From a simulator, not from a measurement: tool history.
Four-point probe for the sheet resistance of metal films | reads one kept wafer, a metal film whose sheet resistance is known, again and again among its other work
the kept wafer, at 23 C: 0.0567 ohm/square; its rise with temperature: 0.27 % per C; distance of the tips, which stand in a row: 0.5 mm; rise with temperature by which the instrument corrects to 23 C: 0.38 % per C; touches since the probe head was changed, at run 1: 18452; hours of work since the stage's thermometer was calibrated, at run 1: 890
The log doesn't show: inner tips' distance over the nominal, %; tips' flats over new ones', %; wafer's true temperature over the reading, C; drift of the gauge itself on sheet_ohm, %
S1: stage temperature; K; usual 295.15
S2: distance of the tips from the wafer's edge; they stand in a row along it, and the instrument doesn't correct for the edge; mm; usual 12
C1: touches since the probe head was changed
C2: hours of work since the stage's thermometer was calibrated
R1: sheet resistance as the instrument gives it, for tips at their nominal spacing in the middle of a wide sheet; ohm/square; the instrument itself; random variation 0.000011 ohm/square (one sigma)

| run | hour | S1 | S2 | C1 | C2 | R1 |
|---|---|---|---|---|---|---|
| 1 | 0.0 | 295.15 | 12 | 18452 | 890 | 0.056907 |
| 2 | 26.6 | 295.15 | 12 | 19401 | 907 | 0.056922 |
| 3 | 41.8 | 295.15 | 12 | 19946 | 916 | 0.056914 |
| 4 | 54.8 | 295.15 | 12 | 20408 | 924 | 0.056919 |
| 5 | 85.4 | 295.15 | 12 | 21503 | 942 | 0.056903 |
| 6 | 117.6 | 305.15 | 12 | 22652 | 962 | 0.056316 |
| 7 | 146.7 | 305.15 | 12 | 23690 | 980 | 0.056301 |
| 8 | 160.5 | 305.15 | 12 | 24182 | 988 | 0.056307 |
| 9 | 178.9 | 303.15 | 12 | 24842 | 999 | 0.056450 |
| 10 | 210.8 | 303.15 | 12 | 25981 | 1019 | 0.056419 |
| 11 | 229.5 | 303.15 | 52 | 26648 | 1030 | 0.056378 |
| 12 | 260.6 | 292.15 | 12 | 27759 | 1049 | 0.057088 |
| 13 | 280.7 | 294.15 | 5 | 28475 | 1061 | 0.057205 |
| 14 | 311.0 | 300.15 | 12 | 29556 | 1080 | 0.056579 |
| 15 | 342.5 | 300.15 | 12 | 30683 | 1099 | 0.056552 |
| 16 | 369.8 | 295.15 | 12 | 31657 | 1115 | 0.056879 |
| 17 | 393.1 | 295.15 | 12 | 32489 | 1129 | 0.056895 |
| 18 | 409.8 | 295.15 | 12 | 33086 | 1140 | 0.056864 |
| 19 | 432.5 | 300.15 | 11 | 33898 | 1153 | 0.056567 |
| 20 | 457.1 | 297.15 | 47 | 34775 | 1168 | 0.056697 |
| 21 | 489.1 | 295.15 | 11 | 35918 | 1188 | 0.056856 |
| 22 | 518.2 | 291.15 | 60 | 36958 | 1206 | 0.057060 |
| 23 | 546.7 | 307.15 | 18 | 37974 | 1223 | 0.056129 |

The same runs without the tool's hidden state, with the same run-to-run variation:
| run | R1 |
|---|---|
| 1 | 0.056800 |
| 2 | 0.056818 |
| 3 | 0.056812 |
| 4 | 0.056818 |
| 5 | 0.056806 |
| 6 | 0.056223 |
| 7 | 0.056211 |
| 8 | 0.056218 |
| 9 | 0.056363 |
| 10 | 0.056336 |
| 11 | 0.056298 |
| 12 | 0.057011 |
| 13 | 0.057130 |
| 14 | 0.056508 |
| 15 | 0.056485 |
| 16 | 0.056815 |
| 17 | 0.056834 |
| 18 | 0.056805 |
| 19 | 0.056510 |
| 20 | 0.056643 |
| 21 | 0.056807 |
| 22 | 0.057014 |
| 23 | 0.056085 |
